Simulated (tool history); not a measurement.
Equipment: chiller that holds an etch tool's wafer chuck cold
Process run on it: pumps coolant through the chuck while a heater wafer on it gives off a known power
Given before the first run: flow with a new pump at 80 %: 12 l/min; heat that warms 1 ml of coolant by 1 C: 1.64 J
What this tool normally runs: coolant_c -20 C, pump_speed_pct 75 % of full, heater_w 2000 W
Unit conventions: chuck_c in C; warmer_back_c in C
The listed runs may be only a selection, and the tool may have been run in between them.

| run | hour | coolant_c | pump_speed_pct | heater_w | chuck_c | warmer_back_c |
|---|---|---|---|---|---|---|
| 1 | 0.0 | -20 | 75 | 2000 | -6.0 | 6.58 |
| 2 | 49.6 | -20 | 75 | 2000 | -5.9 | 6.56 |
| 3 | 119.6 | -20 | 75 | 2000 | -6.1 | 6.55 |
| 4 | 194.1 | -20 | 75 | 2000 | -6.1 | 6.59 |
| 5 | 270.8 | -20 | 75 | 2000 | -5.9 | 6.62 |
| 6 | 315.1 | -20 | 75 | 2000 | -5.9 | 6.57 |
| 7 | 371.1 | -20 | 75 | 2000 | -5.9 | 6.65 |
| 8 | 436.1 | -20 | 75 | 2000 | -5.9 | 6.65 |
| 9 | 504.3 | -20 | 75 | 2000 | -6.0 | 6.63 |
| 10 | 542.9 | -20 | 75 | 2000 | -5.7 | 6.65 |
| 11 | 579.2 | -20 | 75 | 2000 | -5.9 | 6.62 |
| 12 | 637.6 | -15 | 96 | 1010 | -9.0 | 2.54 |
| 13 | 680.3 | -18 | 74 | 1661 | -6.1 | 5.69 |
| 14 | 715.3 | -18 | 74 | 1661 | -6.1 | 5.51 |
| 15 | 790.3 | -18 | 74 | 1661 | -6.2 | 5.62 |
| 16 | 846.4 | -25 | 76 | 2000 | -10.8 | 6.59 |
| 17 | 891.8 | -25 | 76 | 2000 | -10.9 | 6.59 |
| 18 | 937.1 | -20 | 75 | 2107 | -4.9 | 7.00 |
| 19 | 1012.6 | -20 | 75 | 2107 | -4.9 | 7.10 |
| 20 | 1066.3 | -20 | 75 | 2107 | -5.0 | 7.01 |
| 21 | 1111.1 | -27 | 79 | 2500 | -9.8 | 7.88 |

Consider 3 possible next runs. They are alternatives, not a sequence: every one starts from the tool as it was left by run 21. What does each give?
| A | 1145.4 | -20 | 75 | 2899 | ? | ? |
| B | 1145.4 | -22 | 75 | 2495 | ? | ? |
| C | 1145.4 | -27 | 97 | 2500 | ? | ? |

| run | chuck_c | warmer_back_c |
|---|---|---|
| A | 1.0 | 9.78 |
| B | -4.2 | 8.40 |
| C | -11.8 | 6.35 |
The same runs, with their run-to-run variation unchanged, on a tool lacking any hidden condition would have given:
| run | chuck_c | warmer_back_c |
|---|---|---|
| A | 0.4 | 9.56 |
| B | -4.7 | 8.21 |
| C | -12.1 | 6.21 |
